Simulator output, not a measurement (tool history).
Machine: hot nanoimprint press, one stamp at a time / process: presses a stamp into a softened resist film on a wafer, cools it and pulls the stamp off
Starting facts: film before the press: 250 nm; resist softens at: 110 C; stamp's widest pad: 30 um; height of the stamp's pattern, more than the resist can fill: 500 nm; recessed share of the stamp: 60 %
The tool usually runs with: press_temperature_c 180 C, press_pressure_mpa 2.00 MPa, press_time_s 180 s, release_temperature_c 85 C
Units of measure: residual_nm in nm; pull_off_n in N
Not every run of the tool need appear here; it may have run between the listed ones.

run	hour	press_temperature_c	press_pressure_mpa	press_time_s	release_temperature_c	residual_nm	pull_off_n
1	0.0	180	2.00	180	85	143.9	155
2	5.9	180	2.00	180	85	144.7	157
3	11.1	180	2.00	180	85	141.7	156
4	17.4	180	1.60	180	85	155.3	161
5	22.9	180	2.00	180	85	143.3	155
6	31.4	180	2.00	180	85	142.7	158
7	39.1	180	2.00	103	85	167.9	151
8	44.8	180	1.40	180	85	164.0	165
9	56.0	180	1.40	180	85	163.8	165
10	62.1	180	1.40	180	85	163.8	159
# hour 66.1: plate thermocouple calibrated
11	75.3	180	1.40	180	85	165.6	167
12	87.8	180	1.40	180	85	164.0	167
13	94.5	180	1.40	180	85	162.8	162
14	106.1	180	1.40	180	85	164.7	164
15	111.7	180	2.17	180	85	140.4	167
16	121.7	180	2.17	180	85	138.5	167
17	127.6	178	2.17	180	90	147.4	148
# hour 135.8: plate thermocouple calibrated, once more
18	136.4	181	2.71	92	91	145.6	145
19	143.2	177	2.00	98	85	179.2	159
20	154.0	175	2.77	124	82	160.2	175
21	166.7	175	2.77	124	82	161.5	173
22	176.3	175	2.77	124	82	161.9	172
23	186.5	168	2.00	180	72	194.1	211
24	191.9	179	2.00	180	75	144.0	201
25	198.5	179	2.00	180	75	144.2	205
26	206.1	190	2.21	121	75	111.3	207
27	214.4	182	2.00	180	83	132.1	184
28	220.2	182	2.00	180	83	132.6	175
29	226.0	182	2.00	180	83	131.0	183
30	238.7	188	2.00	180	73	107.4	213

Predict each of these 3 candidate next runs independently; none follows another, all start after run 30:
A	245.3	180	2.00	317	85	?	?
B	245.3	174	2.00	180	73	?	?
C	245.3	180	1.96	180	85	?	?

run	residual_nm	pull_off_n
A	115.5	180
B	170.3	211
C	140.9	174
Had the tool no hidden state, the same runs would have come out as:
run	residual_nm	pull_off_n
A	113.4	138
B	167.8	161
C	138.6	132
